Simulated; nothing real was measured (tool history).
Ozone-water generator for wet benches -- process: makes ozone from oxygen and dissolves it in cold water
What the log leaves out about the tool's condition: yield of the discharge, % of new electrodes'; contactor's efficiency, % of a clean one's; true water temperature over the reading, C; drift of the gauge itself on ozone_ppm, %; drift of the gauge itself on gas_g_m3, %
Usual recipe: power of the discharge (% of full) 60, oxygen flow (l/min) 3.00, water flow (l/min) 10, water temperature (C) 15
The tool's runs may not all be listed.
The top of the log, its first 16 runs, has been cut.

run    hour  power of the discharge (% of full)  oxygen flow (l/min)  water flow (l/min)  water temperature (C)  hours of work since the electrodes were changed  hours of work since the contactor was cleaned  hours of work since the thermometer was calibrated  dissolved ozone (ppm)  ozone in the gas ahead of the water (g/m3)
 17   987.9                                  65                 3.00                  10                     15                                             2473                                           1447                                                1340                   26.6                                       241.6
 18  1048.4                                  55                 3.00                  10                     15                                             2517                                           1491                                                1384                   24.8                                       223.1
     1056.6  -- water thermometer calibrated
 19  1117.2                                  55                 3.00                  10                     15                                             2566                                           1541                                                  44                   24.6                                       223.8
 20  1179.3                                  55                 3.00                  10                     15                                             2612                                           1586                                                  89                   24.1                                       222.3
 21  1217.4                                  55                 3.00                  12                     15                                             2639                                           1614                                                 117                   20.9                                       221.6
 22  1263.4                                  73                 4.41                  10                     15                                             2673                                           1647                                                 150                   27.0                                       204.3
 23  1322.2                                  43                 5.26                  16                     22                                             2715                                           1690                                                 193                   12.6                                       143.0
 24  1357.4                                  65                 3.69                   7                     21                                             2741                                           1716                                                 219                   30.1                                       214.9
     1428.9  -- water thermometer calibrated, once more
 25  1442.0                                  65                 3.69                   7                     21                                             2802                                           1777                                                  10                   30.0                                       212.4
 26  1507.2                                  65                 3.69                   7                     21                                             2850                                           1824                                                  57                   29.8                                       213.6
 27  1576.7                                  60                 1.90                  15                      9                                             2900                                           1875                                                 107                   17.0                                       298.1
 28  1616.5                                  61                 3.00                  11                     22                                             2929                                           1904                                                 136                   21.1                                       234.2
 29  1689.1                                  60                 3.35                  10                     11                                             2982                                           1956                                                 189                   26.5                                       216.3
 30  1757.8                                  46                 3.15                  10                      7                                             3032                                           2006                                                 239                   24.7                                       196.3
 31  1802.3                                  42                 5.23                  14                      9                                             3064                                           2039                                                 271                   16.7                                       140.8
 32  1849.9                                  54                 3.56                  10                     15                                             3099                                           2073                                                 306                   23.5                                       199.7
 33  1926.8                                  54                 3.56                  10                     15                                             3155                                           2129                                                 362                   23.5                                       200.5

Consider 3 possible next runs. They are alternatives, not a sequence: every one starts from the tool as it was left by run 33. What does each give?
  A  2005.6                                  60                 3.00                  16                     14                                             3212                                           2187                                                 419                      ?                                           ?
  B  2005.6                                  60                 1.67                  11                     21                                             3212                                           2187                                                 419                      ?                                           ?
  C  2005.6                                  77                 3.56                  10                     15                                             3212                                           2187                                                 419                      ?                                           ?

run  dissolved ozone (ppm)  ozone in the gas ahead of the water (g/m3)
  A                   16.4                                       228.5
  B                   20.9                                       319.4
  C                   27.9                                       234.5
What these runs would have given with no unlogged condition in the tool:
run  dissolved ozone (ppm)  ozone in the gas ahead of the water (g/m3)
  A                   17.9                                       244.8
  B                   22.8                                       342.2
  C                   30.7                                       253.5
